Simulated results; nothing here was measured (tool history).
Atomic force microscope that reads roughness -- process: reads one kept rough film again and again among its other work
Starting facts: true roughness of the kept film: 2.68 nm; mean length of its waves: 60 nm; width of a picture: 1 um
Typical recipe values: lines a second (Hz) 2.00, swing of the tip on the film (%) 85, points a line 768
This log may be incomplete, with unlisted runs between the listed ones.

| run | hour | lines a second (Hz) | swing of the tip on the film (%) | points a line | roughness of the kept film (nm (root mean square)) |
|---|---|---|---|---|---|
| 1 | 0.0 | 2.00 | 85 | 768 | 2.022 |
| 2 | 20.1 | 0.76 | 85 | 768 | 2.302 |
| 3 | 30.5 | 2.00 | 85 | 278 | 1.985 |
| 4 | 43.6 | 2.00 | 85 | 278 | 1.984 |
|  | 60.4 | new tip fitted |
| 5 | 62.7 | 2.00 | 85 | 278 | 2.071 |
| 6 | 79.5 | 2.00 | 85 | 278 | 2.054 |
| 7 | 93.3 | 2.00 | 85 | 278 | 2.059 |
| 8 | 111.1 | 2.00 | 85 | 768 | 2.042 |
| 9 | 123.4 | 1.05 | 85 | 768 | 2.256 |
| 10 | 136.3 | 2.00 | 85 | 768 | 2.031 |
| 11 | 148.9 | 2.00 | 85 | 768 | 2.017 |
| 12 | 158.1 | 0.89 | 58 | 336 | 2.476 |
| 13 | 176.7 | 0.89 | 58 | 336 | 2.453 |
| 14 | 191.9 | 0.75 | 74 | 922 | 2.388 |
| 15 | 203.3 | 0.81 | 70 | 768 | 2.386 |
| 16 | 222.8 | 1.14 | 85 | 1024 | 2.187 |
|  | 235.8 | new tip fitted |
| 17 | 243.8 | 1.14 | 85 | 1024 | 2.288 |
| 18 | 258.5 | 0.68 | 85 | 398 | 2.365 |
| 19 | 269.2 | 0.68 | 85 | 398 | 2.375 |
| 20 | 278.2 | 0.80 | 56 | 492 | 2.513 |
| 21 | 297.0 | 0.80 | 56 | 492 | 2.504 |

3 options for the next run, each taken on its own from the tool as it stands now. Forecast them:
| A | 314.4 | 0.80 | 73 | 492 | ? |
| B | 314.4 | 0.80 | 56 | 996 | ? |
| C | 314.4 | 0.54 | 64 | 771 | ? |

| run | roughness of the kept film (nm (root mean square)) |
|---|---|
| A | 2.407 |
| B | 2.473 |
| C | 2.483 |
With no hidden state in the tool, these same runs would have given:
| run | roughness of the kept film (nm (root mean square)) |
|---|---|
| A | 2.463 |
| B | 2.532 |
| C | 2.542 |
